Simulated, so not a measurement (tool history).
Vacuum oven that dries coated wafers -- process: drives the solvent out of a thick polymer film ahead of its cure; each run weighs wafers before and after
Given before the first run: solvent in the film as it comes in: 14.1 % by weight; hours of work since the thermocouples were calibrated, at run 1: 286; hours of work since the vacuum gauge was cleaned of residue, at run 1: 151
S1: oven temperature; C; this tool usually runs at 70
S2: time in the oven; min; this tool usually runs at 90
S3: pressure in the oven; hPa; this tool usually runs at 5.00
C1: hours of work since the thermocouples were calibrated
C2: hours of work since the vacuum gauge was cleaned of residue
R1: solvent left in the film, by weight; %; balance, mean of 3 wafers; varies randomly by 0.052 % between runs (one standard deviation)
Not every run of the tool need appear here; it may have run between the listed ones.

{"run": 1, "day": 0.0, "S1": 70, "S2": 90, "S3": 5.0, "C1": 286, "C2": 151, "R1": 1.28}
{"run": 2, "day": 3.975, "S1": 70, "S2": 90, "S3": 5.0, "C1": 362, "C2": 227, "R1": 1.31}
{"run": 3, "day": 8.058, "S1": 70, "S2": 90, "S3": 5.0, "C1": 440, "C2": 305, "R1": 1.28}
{"run": 4, "day": 10.254, "S1": 70, "S2": 90, "S3": 9.73, "C1": 482, "C2": 347, "R1": 1.62}
{"run": 5, "day": 14.471, "S1": 70, "S2": 90, "S3": 9.73, "C1": 562, "C2": 427, "R1": 1.63}
{"run": 6, "day": 17.279, "S1": 78, "S2": 90, "S3": 9.73, "C1": 616, "C2": 480, "R1": 0.74}
{"run": 7, "day": 21.242, "S1": 78, "S2": 90, "S3": 9.73, "C1": 691, "C2": 556, "R1": 0.69}
{"run": 8, "day": 23.154, "S1": 78, "S2": 90, "S3": 9.73, "C1": 728, "C2": 592, "R1": 0.66}
{"run": 9, "day": 26.792, "S1": 78, "S2": 90, "S3": 9.73, "C1": 797, "C2": 662, "R1": 0.69}
{"run": 10, "day": 29.775, "S1": 78, "S2": 90, "S3": 3.74, "C1": 854, "C2": 719, "R1": 0.3}
{"run": 11, "day": 32.283, "S1": 70, "S2": 90, "S3": 12.75, "C1": 902, "C2": 766, "R1": 1.83}
{"run": 12, "day": 35.521, "S1": 58, "S2": 108, "S3": 6.67, "C1": 963, "C2": 828, "R1": 4.68}
{"run": 13, "day": 39.108, "S1": 58, "S2": 108, "S3": 6.67, "C1": 1032, "C2": 897, "R1": 4.75}
{"run": 14, "day": 42.933, "S1": 66, "S2": 90, "S3": 10.45, "C1": 1105, "C2": 969, "R1": 2.77}
{"run": 15, "day": 45.821, "S1": 70, "S2": 74, "S3": 18.1, "C1": 1160, "C2": 1024, "R1": 2.7}

Each row is a separate what-if for the run after 15, all from the same tool condition, not one after another. Results?
{"run": "A", "day": 50.125, "S1": 70, "S2": 124, "S3": 3.41, "C1": 1242, "C2": 1107, "R1": "?"}
{"run": "B", "day": 50.125, "S1": 70, "S2": 133, "S3": 3.13, "C1": 1242, "C2": 1107, "R1": "?"}
{"run": "C", "day": 50.125, "S1": 76, "S2": 59, "S3": 2.81, "C1": 1242, "C2": 1107, "R1": "?"}

run=A R1=0.69
run=B R1=0.56
run=C R1=0.89
What these runs would have given with no unlogged condition in the tool:
run=A R1=0.66
run=B R1=0.53
run=C R1=0.86

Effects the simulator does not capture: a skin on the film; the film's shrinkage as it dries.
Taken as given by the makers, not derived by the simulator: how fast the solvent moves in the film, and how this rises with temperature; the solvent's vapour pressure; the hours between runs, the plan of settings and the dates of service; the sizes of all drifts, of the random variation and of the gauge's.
